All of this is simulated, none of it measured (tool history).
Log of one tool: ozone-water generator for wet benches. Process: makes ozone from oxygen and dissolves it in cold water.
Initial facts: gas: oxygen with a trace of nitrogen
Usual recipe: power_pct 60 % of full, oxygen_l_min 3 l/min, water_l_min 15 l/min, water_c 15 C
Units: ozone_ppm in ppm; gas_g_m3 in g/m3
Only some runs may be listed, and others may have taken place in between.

run,hour,power_pct,oxygen_l_min,water_l_min,water_c,ozone_ppm,gas_g_m3
1,0.0,60,3,15,15,14.9,170.5
2,80.2,60,3,15,21,13.7,170.3
3,202.7,60,3,15,15,14.6,168.1
4,355.5,61,3,15,15,14.8,169.5
5,476.3,52,3,15,15,13.4,154.7
6,623.7,52,3,15,15,13.1,155.2
7,810.9,52,3,15,15,12.9,153.0
# hour 824.7: water thermometer calibrated
8,945.1,52,3,15,15,12.8,151.9
9,1064.5,52,3,15,15,12.7,151.0

Run 10 is up next; what results do you expect?
10,1168.2,52,3,15,15,?,?

{"run 10": {"ozone_ppm": 12.8, "gas_g_m3": 150.7}}
Had the tool carried no hidden state, the very same run would have given ozone_ppm 14.8 ppm, gas_g_m3 167.9 g/m3.
